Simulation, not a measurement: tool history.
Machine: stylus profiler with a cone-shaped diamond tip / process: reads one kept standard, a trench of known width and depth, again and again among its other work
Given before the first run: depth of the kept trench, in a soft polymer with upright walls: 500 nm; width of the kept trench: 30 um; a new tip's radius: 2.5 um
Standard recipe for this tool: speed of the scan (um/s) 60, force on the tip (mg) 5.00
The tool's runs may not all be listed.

run	hour	speed of the scan (um/s)	force on the tip (mg)	depth of the trench (angstrom)	width of the trench's floor (µm)
1	0.0	60	5.00	5064.7	26.47
2	24.9	60	5.00	5066.3	26.46
3	43.2	60	5.00	5065.7	26.43
4	67.3	60	5.00	5065.1	26.43
5	85.2	60	5.00	5066.6	26.38
6	111.4	60	5.00	5066.6	26.42
7	124.9	60	5.00	5065.3	26.34
8	135.9	60	9.00	5097.3	26.35
9	162.7	60	5.00	5066.9	26.37
10	189.0	117	5.00	5066.4	26.19
11	209.6	60	5.00	5064.6	26.33
12	224.9	60	5.00	5065.1	26.29
13	241.9	60	5.00	5068.4	26.29
14	262.8	60	5.00	5064.1	26.25
15	282.2	60	5.00	5070.6	26.28
16	300.4	27	5.00	5067.9	26.27
17	322.4	27	5.00	5068.7	26.31
18	339.7	27	5.00	5068.3	26.28
19	363.2	60	5.00	5069.0	26.22
20	387.2	60	5.00	5070.6	26.24
21	407.9	60	5.00	5070.0	26.22
22	426.6	209	1.87	5041.1	25.70
23	438.0	209	1.87	5041.3	25.67
24	452.7	39	1.74	5039.8	26.16
25	472.7	86	1.96	5042.2	26.01
26	495.5	33	2.82	5050.9	26.19
27	507.3	112	7.10	5088.2	26.09
28	523.5	81	2.94	5053.9	26.06
29	536.2	29	7.35	5088.9	26.18
30	547.6	29	7.35	5089.1	26.21
31	568.4	123	3.23	5054.7	25.91
32	581.5	223	9.42	5100.9	25.90
33	594.8	223	9.42	5103.7	25.84
34	613.5	118	1.67	5038.7	25.77
35	630.4	118	1.67	5040.2	25.77
36	642.1	32	9.24	5101.5	26.09
37	658.4	40	9.24	5102.2	26.13
38	675.7	40	1.99	5043.9	25.98
39	692.5	233	4.89	5071.3	25.68
40	718.3	16	5.00	5072.2	26.12
41	730.7	154	5.46	5075.6	25.80
42	755.3	189	7.37	5090.1	25.75

Below, each run's measurement less what the same run would have read without the hidden state. Both values contain the same run-to-run variation, but the gauge's scatter may not be the same in both:
Hidden state at play: radius of the tip, um; height scale over the true one, %; drift of the gauge itself on depth_nm, %; drift of the gauge itself on floor_um, %.
run	depth of the trench (angstrom)	width of the trench's floor (µm)
1	+4.5	-0.44
2	+4.8	-0.46
3	+5.0	-0.47
4	+5.2	-0.48
5	+5.4	-0.50
6	+5.7	-0.51
7	+5.7	-0.53
8	+5.9	-0.53
9	+6.1	-0.55
10	+6.4	-0.56
11	+6.6	-0.58
12	+6.8	-0.58
13	+6.9	-0.60
14	+7.1	-0.61
15	+7.3	-0.62
16	+7.5	-0.63
17	+7.7	-0.64
18	+7.8	-0.66
19	+8.0	-0.68
20	+8.3	-0.68
21	+8.4	-0.69
22	+8.6	-0.70
23	+8.8	-0.71
24	+8.9	-0.73
25	+9.0	-0.74
26	+9.3	-0.75
27	+9.5	-0.76
28	+9.5	-0.76
29	+9.7	-0.77
30	+9.8	-0.78
31	+9.9	-0.79
32	+10.1	-0.80
33	+10.2	-0.81
34	+10.3	-0.82
35	+10.5	-0.82
36	+10.8	-0.83
37	+10.9	-0.85
38	+10.9	-0.86
39	+11.1	-0.87
40	+11.4	-0.88
41	+11.5	-0.89
42	+11.8	-0.90
